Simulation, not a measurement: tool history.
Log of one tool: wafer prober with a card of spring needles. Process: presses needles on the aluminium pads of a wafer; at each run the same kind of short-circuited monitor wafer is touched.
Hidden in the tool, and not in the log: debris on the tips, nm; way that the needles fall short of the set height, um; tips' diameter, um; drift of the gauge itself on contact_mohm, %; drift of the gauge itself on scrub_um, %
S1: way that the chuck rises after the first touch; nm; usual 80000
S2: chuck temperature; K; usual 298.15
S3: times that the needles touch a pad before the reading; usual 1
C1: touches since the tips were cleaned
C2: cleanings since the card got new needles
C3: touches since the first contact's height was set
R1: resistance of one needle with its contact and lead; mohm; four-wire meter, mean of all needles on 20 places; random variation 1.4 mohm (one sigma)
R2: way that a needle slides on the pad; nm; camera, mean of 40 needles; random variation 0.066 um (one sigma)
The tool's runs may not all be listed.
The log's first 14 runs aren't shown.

{"day": 8.946, "done": "tips cleaned on abrasive film"}
{"run": 15, "day": 9.138, "S1": 80000, "S2": 298.15, "S3": 1, "C1": 1843, "C2": 59, "C3": 44150, "R1": 156, "R2": 15010}
{"day": 9.279, "done": "height of the first contact set anew, once more"}
{"day": 9.492, "done": "tips cleaned on abrasive film"}
{"run": 16, "day": 9.762, "S1": 80000, "S2": 298.15, "S3": 2, "C1": 2574, "C2": 60, "C3": 4542, "R1": 140, "R2": 17140}
{"day": 10.033, "done": "tips cleaned on abrasive film"}
{"run": 17, "day": 10.379, "S1": 80000, "S2": 298.15, "S3": 2, "C1": 3309, "C2": 61, "C3": 10388, "R1": 143, "R2": 17180}
{"day": 10.525, "done": "tips cleaned on abrasive film"}
{"day": 10.996, "done": "tips cleaned on abrasive film"}
{"run": 18, "day": 11.275, "S1": 69000, "S2": 298.15, "S3": 1, "C1": 2658, "C2": 63, "C3": 18815, "R1": 169, "R2": 14790}
{"day": 11.55, "done": "tips cleaned on abrasive film"}
{"day": 12.054, "done": "tips cleaned on abrasive film"}
{"run": 19, "day": 12.171, "S1": 68000, "S2": 298.15, "S3": 2, "C1": 1115, "C2": 65, "C3": 27257, "R1": 137, "R2": 14540}
{"day": 12.6, "done": "tips cleaned on abrasive film"}
{"run": 20, "day": 12.775, "S1": 96000, "S2": 323.15, "S3": 2, "C1": 1670, "C2": 66, "C3": 32962, "R1": 131, "R2": 20520}
{"day": 13.096, "done": "tips cleaned on abrasive film"}
{"run": 21, "day": 13.45, "S1": 94000, "S2": 298.15, "S3": 3, "C1": 3346, "C2": 67, "C3": 39350, "R1": 128, "R2": 20060}
{"day": 13.612, "done": "tips cleaned on abrasive film"}
{"day": 14.1, "done": "tips cleaned on abrasive film"}
{"run": 22, "day": 14.233, "S1": 60000, "S2": 298.15, "S3": 3, "C1": 1273, "C2": 69, "C3": 46727, "R1": 135, "R2": 12690}
{"day": 14.617, "done": "tips cleaned on abrasive film"}
{"day": 15.108, "done": "tips cleaned on abrasive film"}
{"run": 23, "day": 15.196, "S1": 91000, "S2": 390.15, "S3": 1, "C1": 843, "C2": 71, "C3": 55816, "R1": 145, "R2": 19300}
{"day": 15.617, "done": "tips cleaned on abrasive film"}
{"run": 24, "day": 15.704, "S1": 91000, "S2": 390.15, "S3": 1, "C1": 837, "C2": 72, "C3": 60618, "R1": 144, "R2": 19450}
{"day": 16.129, "done": "tips cleaned on abrasive film"}
{"run": 25, "day": 16.496, "S1": 96000, "S2": 302.15, "S3": 2, "C1": 3508, "C2": 73, "C3": 68096, "R1": 138, "R2": 20420}
{"day": 16.658, "done": "tips cleaned on abrasive film"}
{"run": 26, "day": 16.917, "S1": 78000, "S2": 298.15, "S3": 1, "C1": 2475, "C2": 74, "C3": 72072, "R1": 158, "R2": 16480}
{"day": 17.171, "done": "tips cleaned on abrasive film"}
{"day": 17.679, "done": "tips cleaned on abrasive film"}
{"run": 27, "day": 17.871, "S1": 66000, "S2": 322.15, "S3": 2, "C1": 1828, "C2": 76, "C3": 81061, "R1": 151, "R2": 13750}
{"day": 18.204, "done": "tips cleaned on abrasive film"}
{"day": 18.712, "done": "tips cleaned on abrasive film"}
{"run": 28, "day": 18.892, "S1": 66000, "S2": 322.15, "S3": 2, "C1": 1681, "C2": 78, "C3": 90671, "R1": 149, "R2": 13740}
{"day": 19.221, "done": "tips cleaned on abrasive film"}
{"run": 29, "day": 19.479, "S1": 84000, "S2": 320.15, "S3": 3, "C1": 2461, "C2": 79, "C3": 96252, "R1": 136, "R2": 17690}
{"day": 19.762, "done": "tips cleaned on abrasive film"}
{"run": 30, "day": 19.917, "S1": 78000, "S2": 298.15, "S3": 2, "C1": 1482, "C2": 80, "C3": 100376, "R1": 140, "R2": 16270}

Forecast each of these 5 alternatives for the next run:
{"day": 20.262, "done": "tips cleaned on abrasive film"}
{"day": 20.729, "done": "tips cleaned on abrasive film"}
{"run": "A", "day": 20.883, "S1": 87000, "S2": 311.15, "S3": 1, "C1": 1464, "C2": 82, "C3": 109476, "R1": "?", "R2": "?"}
{"day": 20.262, "done": "tips cleaned on abrasive film"}
{"day": 20.729, "done": "tips cleaned on abrasive film"}
{"run": "B", "day": 20.883, "S1": 78000, "S2": 340.15, "S3": 2, "C1": 1464, "C2": 82, "C3": 109476, "R1": "?", "R2": "?"}
{"day": 20.262, "done": "tips cleaned on abrasive film"}
{"day": 20.729, "done": "tips cleaned on abrasive film"}
{"run": "C", "day": 20.883, "S1": 78000, "S2": 298.15, "S3": 2, "C1": 1464, "C2": 82, "C3": 109476, "R1": "?", "R2": "?"}
{"day": 20.262, "done": "tips cleaned on abrasive film"}
{"day": 20.729, "done": "tips cleaned on abrasive film"}
{"run": "D", "day": 20.883, "S1": 78000, "S2": 301.15, "S3": 2, "C1": 1464, "C2": 82, "C3": 109476, "R1": "?", "R2": "?"}
{"day": 20.262, "done": "tips cleaned on abrasive film"}
{"day": 20.729, "done": "tips cleaned on abrasive film"}
{"run": "E", "day": 20.883, "S1": 78000, "S2": 331.15, "S3": 2, "C1": 1464, "C2": 82, "C3": 109476, "R1": "?", "R2": "?"}

run=A R1=142 R2=18120
run=B R1=142 R2=16230
run=C R1=137 R2=16150
run=D R1=135 R2=16160
run=E R1=141 R2=16270
Without the tool's hidden state the same runs would have given:
run=A R1=116 R2=18700
run=B R1=123 R2=16810
run=C R1=117 R2=16730
run=D R1=116 R2=16750
run=E R1=122 R2=16850
